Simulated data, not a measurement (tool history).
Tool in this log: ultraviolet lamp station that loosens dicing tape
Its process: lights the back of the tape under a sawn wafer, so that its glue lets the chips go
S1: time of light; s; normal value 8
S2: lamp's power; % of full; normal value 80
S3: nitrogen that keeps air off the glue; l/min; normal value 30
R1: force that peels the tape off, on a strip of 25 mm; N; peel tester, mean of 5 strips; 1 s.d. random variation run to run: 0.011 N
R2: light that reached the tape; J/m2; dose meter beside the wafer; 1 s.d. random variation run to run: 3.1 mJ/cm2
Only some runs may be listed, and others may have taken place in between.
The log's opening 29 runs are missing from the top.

| run | hour | S1 | S2 | S3 | R1 | R2 |
|---|---|---|---|---|---|---|
|  | 861.4 | window cleaned of glue's vapour |
| 30 | 864.4 | 5 | 95 | 23 | 1.342 | 2710 |
| 31 | 887.3 | 5 | 95 | 23 | 1.362 | 2710 |
| 32 | 916.6 | 14 | 73 | 52 | 0.221 | 5800 |
| 33 | 961.1 | 14 | 73 | 52 | 0.214 | 5710 |
| 34 | 1002.3 | 6 | 64 | 58 | 1.282 | 2130 |
| 35 | 1021.1 | 8 | 80 | 31 | 0.868 | 3500 |
| 36 | 1050.0 | 14 | 67 | 30 | 0.415 | 5040 |
| 37 | 1086.5 | 5 | 84 | 34 | 1.420 | 2260 |
| 38 | 1120.5 | 5 | 84 | 34 | 1.404 | 2220 |
| 39 | 1140.2 | 5 | 84 | 34 | 1.505 | 2230 |
| 40 | 1159.8 | 5 | 84 | 34 | 1.422 | 2200 |

For run 41, what comes out?
| 41 | 1187.5 | 12 | 98 | 10 | ? | ? |

Logged for run 41: R1 0.682 N, R2 6130 J/m2.
With no hidden state in the tool, this same run would have given R1 0.354 N, R2 8580 J/m2.

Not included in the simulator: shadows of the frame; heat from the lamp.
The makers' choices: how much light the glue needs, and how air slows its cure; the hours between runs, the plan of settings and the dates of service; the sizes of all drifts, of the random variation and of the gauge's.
